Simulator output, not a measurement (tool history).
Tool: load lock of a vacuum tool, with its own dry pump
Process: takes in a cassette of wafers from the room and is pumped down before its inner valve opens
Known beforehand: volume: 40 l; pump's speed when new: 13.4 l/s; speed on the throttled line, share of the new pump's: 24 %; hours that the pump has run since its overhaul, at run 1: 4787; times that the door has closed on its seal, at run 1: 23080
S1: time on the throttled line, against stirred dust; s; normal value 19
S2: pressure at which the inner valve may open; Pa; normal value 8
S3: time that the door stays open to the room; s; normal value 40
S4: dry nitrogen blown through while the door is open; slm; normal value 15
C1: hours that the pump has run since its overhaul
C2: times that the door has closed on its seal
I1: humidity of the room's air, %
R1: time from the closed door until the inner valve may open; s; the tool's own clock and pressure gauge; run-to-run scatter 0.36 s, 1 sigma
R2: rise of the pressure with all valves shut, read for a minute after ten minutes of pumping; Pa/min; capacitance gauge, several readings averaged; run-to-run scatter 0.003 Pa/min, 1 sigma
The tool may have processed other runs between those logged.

run 1 day=0 | S1=19 S2=8 S3=40 S4=15 | C1=4787 C2=23080 | I1=44 | R1=44.6 R2=0.212
run 2 day=4.633 | S1=19 S2=8 S3=40 S4=15 | C1=4899 C2=23361 | I1=44.7 | R1=44.2 R2=0.206
run 3 day=7.196 | S1=19 S2=8 S3=91 S4=15 | C1=4960 C2=23517 | I1=44.6 | R1=44.7 R2=0.219
run 4 day=11.358 | S1=17 S2=8 S3=40 S4=15 | C1=5060 C2=23769 | I1=46.9 | R1=43.1 R2=0.209
run 5 day=14.317 | S1=19 S2=8 S3=40 S4=15 | C1=5131 C2=23948 | I1=45.9 | R1=44.6 R2=0.22
run 6 day=17.758 | S1=19 S2=8 S3=40 S4=15 | C1=5214 C2=24157 | I1=45.3 | R1=45.3 R2=0.222
run 7 day=21.679 | S1=19 S2=8 S3=40 S4=15 | C1=5308 C2=24395 | I1=41.2 | R1=44.9 R2=0.228
run 8 day=25.592 | S1=19 S2=8 S3=40 S4=15 | C1=5402 C2=24632 | I1=42.4 | R1=44.3 R2=0.226
run 9 day=30.604 | S1=19 S2=8 S3=40 S4=15 | C1=5522 C2=24936 | I1=48.1 | R1=44.7 R2=0.233
run 10 day=34.35 | S1=19 S2=8 S3=49 S4=15 | C1=5612 C2=25163 | I1=43.4 | R1=44.6 R2=0.237
run 11 day=36.925 | S1=19 S2=8 S3=49 S4=15 | C1=5674 C2=25319 | I1=45.6 | R1=44.8 R2=0.237
run 12 day=40.721 | S1=19 S2=8 S3=49 S4=15 | C1=5765 C2=25550 | I1=48.9 | R1=45.2 R2=0.244
run 13 day=44.542 | S1=19 S2=8 S3=40 S4=15 | C1=5856 C2=25781 | I1=41.9 | R1=44.9 R2=0.246
run 14 day=48.771 | S1=17 S2=9 S3=27 S4=9 | C1=5958 C2=26038 | I1=44.9 | R1=43.2 R2=0.249
run 15 day=52.912 | S1=19 S2=8 S3=58 S4=21 | C1=6057 C2=26289 | I1=44.7 | R1=45.5 R2=0.254
run 16 day=56.8 | S1=19 S2=14 S3=132 S4=21 | C1=6151 C2=26525 | I1=43.8 | R1=43.2 R2=0.262
run 17 day=60.971 | S1=27 S2=14 S3=37 S4=21 | C1=6251 C2=26777 | I1=50 | R1=48.9 R2=0.254
run 18 day=63.475 | S1=27 S2=14 S3=37 S4=21 | C1=6311 C2=26929 | I1=43.6 | R1=49.2 R2=0.258
run 19 day=67.633 | S1=18 S2=11 S3=69 S4=30 | C1=6411 C2=27181 | I1=43.2 | R1=43.6 R2=0.259
run 20 day=71.05 | S1=23 S2=13 S3=69 S4=37 | C1=6493 C2=27389 | I1=45 | R1=46.5 R2=0.261
run 21 day=74.362 | S1=23 S2=13 S3=69 S4=37 | C1=6572 C2=27589 | I1=45.8 | R1=46.6 R2=0.267
run 22 day=77.967 | S1=14 S2=8 S3=40 S4=10 | C1=6659 C2=27808 | I1=45.5 | R1=42.2 R2=0.28
run 23 day=80.896 | S1=37 S2=9 S3=172 S4=20 | C1=6729 C2=27986 | I1=44.8 | R1=57.9 R2=0.297
run 24 day=86.138 | S1=37 S2=9 S3=172 S4=20 | C1=6855 C2=28303 | I1=45.5 | R1=58.2 R2=0.29
run 25 day=89.238 | S1=32 S2=7 S3=26 S4=20 | C1=6929 C2=28491 | I1=44.8 | R1=55.3 R2=0.274

Predict the results of run 26:
run 26 day=93.688 | S1=16 S2=14 S3=167 S4=20 | C1=7036 C2=28761 | I1=46.3 | R1=? R2=?

R1: 41.2 s
R2: 0.3 Pa/min
Were there no unlogged condition in the tool, this run, its random variation unchanged, would have produced R1 38.8 s, R2 0.032 Pa/min.
